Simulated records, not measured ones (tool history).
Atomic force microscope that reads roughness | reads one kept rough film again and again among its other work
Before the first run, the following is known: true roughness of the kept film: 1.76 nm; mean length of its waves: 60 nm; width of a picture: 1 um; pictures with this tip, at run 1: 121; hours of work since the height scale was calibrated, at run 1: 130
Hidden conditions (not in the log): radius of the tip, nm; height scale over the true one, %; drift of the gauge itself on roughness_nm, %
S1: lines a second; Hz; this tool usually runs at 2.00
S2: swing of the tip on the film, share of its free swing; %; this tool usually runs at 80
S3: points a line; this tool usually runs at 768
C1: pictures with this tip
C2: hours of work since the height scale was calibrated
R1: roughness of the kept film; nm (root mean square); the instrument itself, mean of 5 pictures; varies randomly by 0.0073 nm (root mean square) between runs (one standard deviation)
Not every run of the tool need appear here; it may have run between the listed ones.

run	hour	S1	S2	S3	C1	C2	R1
1	0.0	2.00	80	768	121	130	1.509
2	9.5	2.00	62	768	134	134	1.642
3	16.4	2.00	62	768	143	137	1.642
4	28.1	2.00	62	768	158	142	1.640
5	37.3	0.77	80	768	170	146	1.623
6	50.7	0.77	80	768	188	152	1.623
7	57.3	2.00	64	768	197	155	1.617
8	66.0	2.00	64	768	208	158	1.602
9	79.2	2.00	65	768	226	164	1.616
10	87.4	2.00	80	768	237	167	1.502
11	100.4	2.00	80	768	254	173	1.508
12	113.5	2.00	80	768	271	178	1.485
13	121.0	2.00	80	347	281	181	1.491
14	134.7	2.00	80	347	299	187	1.480
15	144.8	2.00	80	768	313	191	1.484
16	156.9	2.00	80	768	329	196	1.490
# hour 163.4: new tip fitted
17	164.7	2.00	80	768	1	199	1.548
18	173.8	2.00	80	768	13	203	1.532
19	182.9	2.00	80	768	25	207	1.521
# hour 185.2: height scale calibrated on a step standard
20	193.2	2.00	80	768	38	3	1.533
21	204.8	1.20	80	768	53	8	1.602
22	214.1	0.63	80	641	65	12	1.657
23	226.1	1.01	81	768	81	17	1.611
24	235.0	2.62	80	554	93	21	1.462
25	244.9	2.62	66	554	106	25	1.590
26	251.5	2.00	80	510	115	28	1.524
# hour 262.9: height scale calibrated on a step standard, once more
27	265.7	1.48	80	714	132	1	1.567
28	276.4	1.48	80	714	146	6	1.555
29	283.1	1.48	80	714	155	8	1.556
30	289.6	1.48	76	716	164	11	1.587
31	301.6	1.06	74	312	180	16	1.636
32	314.1	1.06	77	267	196	21	1.605
33	326.8	0.92	80	768	213	27	1.607
34	334.0	0.92	80	768	223	30	1.598
35	342.7	2.00	80	328	234	34	1.498
36	350.4	2.00	80	328	244	37	1.500
37	360.6	2.00	80	328	258	41	1.478
38	369.9	1.42	63	328	270	45	1.632
39	380.2	1.38	81	837	284	49	1.547
40	386.6	1.38	81	837	292	52	1.553
41	398.5	3.17	62	317	308	57	1.566
42	408.1	2.14	62	317	321	61	1.598

The same runs without the tool's hidden state, with the same run-to-run variation:
run	R1
1	1.530
2	1.666
3	1.668
4	1.669
5	1.653
6	1.655
7	1.650
8	1.637
9	1.655
10	1.540
11	1.548
12	1.526
13	1.534
14	1.526
15	1.532
16	1.540
17	1.551
18	1.537
19	1.527
20	1.542
21	1.613
22	1.670
23	1.627
24	1.478
25	1.609
26	1.543
27	1.587
28	1.577
29	1.579
30	1.612
31	1.665
32	1.635
33	1.641
34	1.632
35	1.532
36	1.535
37	1.515
38	1.675
39	1.590
40	1.596
41	1.613
42	1.647
